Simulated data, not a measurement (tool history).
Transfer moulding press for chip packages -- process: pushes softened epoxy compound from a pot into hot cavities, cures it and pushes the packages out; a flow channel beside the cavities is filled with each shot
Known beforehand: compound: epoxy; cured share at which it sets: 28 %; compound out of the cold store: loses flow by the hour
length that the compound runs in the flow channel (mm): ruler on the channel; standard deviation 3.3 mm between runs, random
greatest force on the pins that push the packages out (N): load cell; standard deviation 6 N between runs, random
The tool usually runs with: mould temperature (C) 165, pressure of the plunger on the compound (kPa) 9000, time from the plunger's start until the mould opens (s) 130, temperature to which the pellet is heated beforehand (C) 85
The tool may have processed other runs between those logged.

| run | hour | mould temperature (C) | pressure of the plunger on the compound (kPa) | time from the plunger's start until the mould opens (s) | temperature to which the pellet is heated beforehand (C) | incoming compound's hours out of the cold store | length that the compound runs in the flow channel (mm) | greatest force on the pins that push the packages out (N) |
|---|---|---|---|---|---|---|---|---|
| 1 | 0.0 | 165 | 9000 | 130 | 85 | 16.8 | 641 | 353 |
| 2 | 6.7 | 165 | 9000 | 130 | 85 | 35.4 | 588 | 341 |
| 3 | 17.8 | 165 | 9000 | 130 | 85 | 25.9 | 612 | 361 |
| 4 | 23.6 | 165 | 9000 | 130 | 85 | 8.6 | 670 | 389 |
| 5 | 30.6 | 165 | 7680 | 130 | 85 | 20.9 | 580 | 394 |
| 6 | 40.0 | 165 | 7680 | 130 | 85 | 45.3 | 518 | 366 |
| 7 | 51.3 | 165 | 9000 | 130 | 85 | 26.2 | 610 | 390 |
| 8 | 62.2 | 165 | 9000 | 130 | 85 | 11.7 | 649 | 501 |
| 9 | 72.5 | 165 | 10160 | 130 | 85 | 46.5 | 590 | 467 |
| 10 | 82.7 | 165 | 10160 | 130 | 85 | 13.1 | 688 | 496 |
| 11 | 94.6 | 165 | 9000 | 130 | 87 | 29.3 | 594 | 472 |
| 12 | 99.6 | 165 | 9000 | 130 | 85 | 19.2 | 624 | 473 |
| 13 | 104.7 | 165 | 9000 | 130 | 85 | 21.1 | 623 | 479 |
| 14 | 112.4 | 163 | 9000 | 130 | 85 | 46.5 | 553 | 507 |
| 15 | 119.6 | 165 | 9000 | 137 | 85 | 11.2 | 646 | 450 |
| 16 | 133.0 | 165 | 7080 | 158 | 85 | 13.3 | 599 | 186 |
| 17 | 142.8 | 165 | 9000 | 130 | 87 | 28.3 | 619 | 265 |
| 18 | 153.6 | 171 | 9000 | 130 | 85 | 34.3 | 602 | 233 |
| 19 | 161.1 | 171 | 9000 | 130 | 85 | 43.1 | 570 | 242 |
| 20 | 173.5 | 171 | 9000 | 130 | 85 | 43.0 | 573 | 264 |
| 21 | 180.9 | 171 | 9000 | 130 | 94 | 29.9 | 605 | 257 |
| 22 | 188.5 | 173 | 7140 | 130 | 91 | 41.8 | 509 | 266 |
| 23 | 198.9 | 165 | 9000 | 123 | 85 | 26.6 | 620 | 394 |
| 24 | 207.1 | 165 | 9000 | 123 | 85 | 43.3 | 578 | 381 |
| 25 | 212.5 | 157 | 9000 | 166 | 85 | 18.7 | 671 | 425 |
| 26 | 224.2 | 164 | 10440 | 130 | 92 | 41.7 | 625 | 383 |
| 27 | 230.9 | 165 | 10440 | 134 | 92 | 13.2 | 718 | 360 |
| 28 | 240.5 | 164 | 9000 | 130 | 85 | 14.4 | 661 | 413 |
| 29 | 253.6 | 164 | 9000 | 130 | 85 | 13.0 | 674 | 272 |

Not shown here: 4 entries made in the log between runs. Locate each between two listed runs and compare the hidden state at the listed run before it with the hidden state at the listed run after it:
Logged between run 7 and run 8: cavities cleaned with cleaning compound and waxed (hour 62.0)
  true mould temperature over the reading, C: -0.3 -> -0.31; pressure that reaches the compound, % of what is set: 92.01 -> 91.83; grip of the stained cavities, % over clean ones': 66.7 -> 109.8
  measured value less the no-hidden-state value, length that the compound runs in the flow channel (mm): -26 -> -28; greatest force on the pins that push the packages out (N): +159 -> +267
Logged between run 15 and run 16: cavities cleaned with cleaning compound and waxed, once more (hour 127.3); plunger's sealing rings changed (hour 130.6)
  true mould temperature over the reading, C: -0.38 -> -0.39; pressure that reaches the compound, % of what is set: 90.68 -> 99.15; grip of the stained cavities, % over clean ones': 99 -> 3.7
  measured value less the no-hidden-state value, length that the compound runs in the flow channel (mm): -32 -> -2; greatest force on the pins that push the packages out (N): +226 -> +8
Logged between run 28 and run 29: cavities cleaned with cleaning compound and waxed (hour 249.4)
  true mould temperature over the reading, C: -0.52 -> -0.53; pressure that reaches the compound, % of what is set: 97.02 -> 96.81; grip of the stained cavities, % over clean ones': 67.8 -> 5
  measured value less the no-hidden-state value, length that the compound runs in the flow channel (mm): -9 -> -10; greatest force on the pins that push the packages out (N): +179 -> +22
